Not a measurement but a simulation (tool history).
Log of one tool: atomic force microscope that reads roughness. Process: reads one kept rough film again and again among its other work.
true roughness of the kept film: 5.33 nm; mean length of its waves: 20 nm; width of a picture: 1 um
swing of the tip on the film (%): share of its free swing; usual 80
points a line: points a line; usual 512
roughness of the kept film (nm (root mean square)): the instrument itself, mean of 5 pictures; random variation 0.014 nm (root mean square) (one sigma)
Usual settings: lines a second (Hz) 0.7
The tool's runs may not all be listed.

run	day	lines a second (Hz)	swing of the tip on the film (%)	points a line	roughness of the kept film (nm (root mean square))
1	0	0.7	80	512	2.63
2	0.383	0.7	80	512	2.555
3	0.742	0.7	80	883	2.492
4	1.083	0.7	80	283	2.365
5	1.262	0.7	80	283	2.317
6	1.479	0.7	80	283	2.323
7	1.788	0.945	80	283	2.215
8	2.2	0.945	80	283	2.148
9	2.6	0.945	80	283	2.088
10	2.817	0.945	80	283	2.049
11	3.092	0.7	80	512	2.099
12	3.433	0.7	80	512	2.065
13	3.629	0.7	80	512	2.043
14	3.858	0.7	80	512	2.028
15	4.05	0.516	80	512	2.014
16	4.4	0.7	73	512	1.981
17	4.692	0.571	62	739	2.003
18	4.983	2.287	80	424	1.642
19	5.208	1.073	60	306	1.899
# day 5.512: new tip fitted
20	5.658	1.073	58	491	3.203
# day 5.721: height scale calibrated on a step standard
21	5.954	1.073	75	491	2.993
22	6.4	1.133	84	660	2.762
23	6.6	1.133	84	660	2.713
# day 6.75: height scale calibrated on a step standard, once more
24	7	1.133	84	660	2.607
25	7.383	1.287	55	525	2.809
26	7.779	0.908	86	929	2.48
27	7.979	1.389	80	512	2.417
28	8.158	1.389	89	365	2.228
29	8.433	2.063	60	715	2.484
30	8.846	1.649	61	799	2.457
31	9.15	0.693	61	531	2.471

Hidden state or all else? Some run-to-run changes of roughness of the kept film (nm (root mean square)), split into what the settings, what came in and random variation would give without the hidden state, and what is left for the hidden state (with any gauge scatter that isn't in both results):
The hidden state here: radius of the tip, nm; height scale over the true one, %; drift of the gauge itself on roughness_nm, %.
Run 17 -> 18: lines a second (Hz) 0.571 -> 2.287, swing of the tip on the film (%) 62 -> 80, points a line 739 -> 424. roughness of the kept film (nm (root mean square)) -0.361: hidden state +0.202, all else -0.563.
Run 18 -> 19: lines a second (Hz) 2.287 -> 1.073, swing of the tip on the film (%) 80 -> 60, points a line 424 -> 306. roughness of the kept film (nm (root mean square)) +0.257: hidden state -0.222, all else +0.479.
Run 19 -> 20: swing of the tip on the film (%) 60 -> 58, points a line 306 -> 491, new tip fitted. roughness of the kept film (nm (root mean square)) +1.304: hidden state +1.263, all else +0.041.
Run 25 -> 26: lines a second (Hz) 1.287 -> 0.908, swing of the tip on the film (%) 55 -> 86, points a line 525 -> 929. roughness of the kept film (nm (root mean square)) -0.329: hidden state -0.024, all else -0.305.
